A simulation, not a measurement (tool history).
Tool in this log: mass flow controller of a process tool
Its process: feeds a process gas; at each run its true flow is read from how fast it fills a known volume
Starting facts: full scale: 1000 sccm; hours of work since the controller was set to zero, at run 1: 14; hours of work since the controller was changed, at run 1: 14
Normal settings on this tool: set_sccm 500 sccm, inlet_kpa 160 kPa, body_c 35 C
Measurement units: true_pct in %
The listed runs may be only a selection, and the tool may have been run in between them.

| run | hour | set_sccm | inlet_kpa | body_c | hours of work since the controller was set to zero | hours of work since the controller was changed | true_pct |
|---|---|---|---|---|---|---|---|
| 1 | 0 | 500 | 160 | 35 | 14 | 14 | 100 |
| 2 | 82.7 | 500 | 160 | 35 | 56 | 56 | 100.01 |
| 3 | 214.1 | 500 | 160 | 35 | 123 | 123 | 99.96 |
| 4 | 388.2 | 500 | 160 | 35 | 211 | 211 | 100.01 |
| 5 | 464.6 | 500 | 169 | 35 | 249 | 249 | 99.99 |
| 6 | 627.7 | 500 | 160 | 35 | 332 | 332 | 99.97 |
| 7 | 711.6 | 500 | 160 | 35 | 374 | 374 | 99.92 |
| 8 | 787.1 | 500 | 160 | 35 | 412 | 412 | 99.95 |
| 9 | 921.8 | 500 | 160 | 35 | 480 | 480 | 99.99 |
| 10 | 1058.3 | 500 | 160 | 35 | 549 | 549 | 100.02 |
| 11 | 1239.8 | 500 | 160 | 35 | 641 | 641 | 100.02 |
| 12 | 1352.8 | 500 | 160 | 35 | 698 | 698 | 100.1 |
| 13 | 1458.8 | 500 | 160 | 35 | 752 | 752 | 100.03 |
| 14 | 1597.3 | 500 | 160 | 35 | 822 | 822 | 99.91 |
| 15 | 1691.8 | 500 | 160 | 35 | 870 | 870 | 99.87 |
| 16 | 1857.8 | 859 | 160 | 35 | 954 | 954 | 100.21 |
| 17 | 1969.4 | 859 | 160 | 35 | 1010 | 1010 | 100.18 |
| 18 | 2147.8 | 859 | 160 | 35 | 1100 | 1100 | 100.23 |
| 19 | 2305.4 | 500 | 160 | 35 | 1180 | 1180 | 100.14 |
| 20 | 2450.3 | 500 | 160 | 35 | 1253 | 1253 | 100 |
| 21 | 2525.5 | 500 | 160 | 35 | 1291 | 1291 | 100.12 |
| 22 | 2690.1 | 500 | 160 | 35 | 1375 | 1375 | 100.14 |
| 23 | 2869 | 500 | 160 | 35 | 1465 | 1465 | 99.91 |
| 24 | 2951.6 | 500 | 160 | 35 | 1507 | 1507 | 100.09 |
| 25 | 3135.3 | 500 | 160 | 35 | 1600 | 1600 | 100.02 |
| 26 | 3257.6 | 174 | 256 | 39 | 1662 | 1662 | 99.86 |
| 27 | 3410.2 | 600 | 178 | 38 | 1739 | 1739 | 100.15 |
| 28 | 3492.5 | 166 | 193 | 38 | 1780 | 1780 | 99.77 |
| 29 | 3614.3 | 166 | 226 | 25 | 1842 | 1842 | 99.48 |
| 30 | 3692.1 | 166 | 142 | 35 | 1881 | 1881 | 99.93 |
| 31 | 3835.1 | 575 | 219 | 38 | 1954 | 1954 | 100.11 |
| 32 | 3941.1 | 251 | 214 | 26 | 2007 | 2007 | 99.57 |
| 33 | 4041.4 | 251 | 214 | 26 | 2058 | 2058 | 99.57 |
| 34 | 4187.6 | 251 | 214 | 26 | 2132 | 2132 | 99.52 |
| 35 | 4295.7 | 251 | 214 | 26 | 2186 | 2186 | 99.57 |
| 36 | 4385.9 | 251 | 214 | 26 | 2232 | 2232 | 99.54 |
| 37 | 4468.7 | 220 | 249 | 26 | 2274 | 2274 | 99.63 |
| 38 | 4576.2 | 308 | 193 | 26 | 2328 | 2328 | 99.65 |
| 39 | 4668.6 | 308 | 193 | 26 | 2375 | 2375 | 99.63 |
| 40 | 4843.8 | 624 | 214 | 29 | 2464 | 2464 | 99.79 |
| 41 | 4937.4 | 624 | 214 | 29 | 2511 | 2511 | 99.91 |
| 42 | 5050.1 | 500 | 205 | 35 | 2568 | 2568 | 99.9 |
| 43 | 5218.9 | 500 | 168 | 35 | 2653 | 2653 | 99.93 |
| 44 | 5339 | 500 | 258 | 34 | 2714 | 2714 | 99.85 |
| 45 | 5421.6 | 115 | 258 | 34 | 2756 | 2756 | 99.61 |
| 46 | 5515.4 | 115 | 258 | 34 | 2803 | 2803 | 99.67 |
| 47 | 5614.2 | 161 | 258 | 39 | 2853 | 2853 | 99.77 |
| 48 | 5750.9 | 183 | 155 | 35 | 2922 | 2922 | 99.82 |

4 ways to go on from here, each from the tool as it stands after run 48. What would each give?
| A | 5831.6 | 785 | 155 | 35 | 2963 | 2963 | ? |
| B | 5831.6 | 134 | 170 | 22 | 2963 | 2963 | ? |
| C | 5831.6 | 183 | 155 | 20 | 2963 | 2963 | ? |
| D | 5831.6 | 970 | 242 | 29 | 2963 | 2963 | ? |

| run | true_pct |
|---|---|
| A | 100.17 |
| B | 99.43 |
| C | 99.47 |
| D | 100.11 |
Without the tool's unlogged condition, the same runs would have read:
| run | true_pct |
|---|---|
| A | 100.18 |
| B | 99.44 |
| C | 99.48 |
| D | 100.12 |
